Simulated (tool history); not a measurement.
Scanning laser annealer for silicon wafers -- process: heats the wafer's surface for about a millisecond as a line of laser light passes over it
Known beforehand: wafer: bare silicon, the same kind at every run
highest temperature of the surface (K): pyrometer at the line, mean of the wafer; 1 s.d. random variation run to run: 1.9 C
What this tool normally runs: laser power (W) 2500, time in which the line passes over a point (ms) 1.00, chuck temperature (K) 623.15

run,hour,laser power (W),time in which the line passes over a point (ms),chuck temperature (K),highest temperature of the surface (K)
1,0.0,2500,1.00,623.15,1375.15
2,46.5,2500,1.23,623.15,1448.15
3,74.8,2500,1.01,623.15,1379.15
4,98.9,2500,1.01,623.15,1376.15
5,130.8,2500,0.83,623.15,1312.15
6,169.5,2500,0.97,623.15,1358.15
7,209.0,2500,0.97,623.15,1358.15
8,258.4,2500,0.97,652.15,1384.15
# hour 269.3: optics aligned, line set to its width
9,303.8,2500,1.00,623.15,1380.15
10,344.0,2500,1.00,623.15,1376.15
11,380.6,2500,1.00,623.15,1379.15
# hour 385.3: window over the wafer cleaned
12,426.0,2500,1.00,623.15,1423.15
13,454.4,2500,1.00,623.15,1424.15
14,482.8,2500,1.00,623.15,1417.15
15,516.5,2527,1.00,623.15,1431.15
16,564.5,2527,1.00,623.15,1426.15
17,604.9,2500,0.78,623.15,1330.15
18,642.0,2500,0.78,623.15,1332.15
19,676.3,2472,1.10,623.15,1439.15
20,717.3,2126,0.85,583.15,1203.15
# hour 724.0: laser's power meter calibrated
21,748.1,2500,1.09,623.15,1446.15
22,769.3,2500,1.09,623.15,1446.15
23,814.7,2500,1.09,623.15,1442.15
24,840.7,2735,0.87,623.15,1430.15
25,868.2,2440,1.00,594.15,1359.15
26,900.3,2344,0.86,587.15,1274.15
27,927.4,2308,1.00,657.15,1376.15
# hour 942.1: laser's power meter calibrated, once more
28,956.1,2318,0.77,657.15,1293.15
29,982.2,2277,1.00,586.15,1288.15
30,1032.5,2277,1.00,586.15,1286.15
31,1062.1,2277,1.00,586.15,1282.15
32,1085.8,2479,0.74,618.15,1283.15

Alternative continuations, all from the tool just after run 32; predict every row:
A,1119.6,2526,1.18,623.15,?
B,1119.6,2510,1.00,623.15,?
C,1119.6,2500,1.01,661.15,?
D,1119.6,2220,1.00,661.15,?

run,highest temperature of the surface (K)
A,1461.15
B,1396.15
C,1430.15
D,1339.15
The same runs, with their run-to-run variation unchanged, on a tool lacking any hidden condition would have given:
run,highest temperature of the surface (K)
A,1495.15
B,1427.15
C,1461.15
D,1366.15
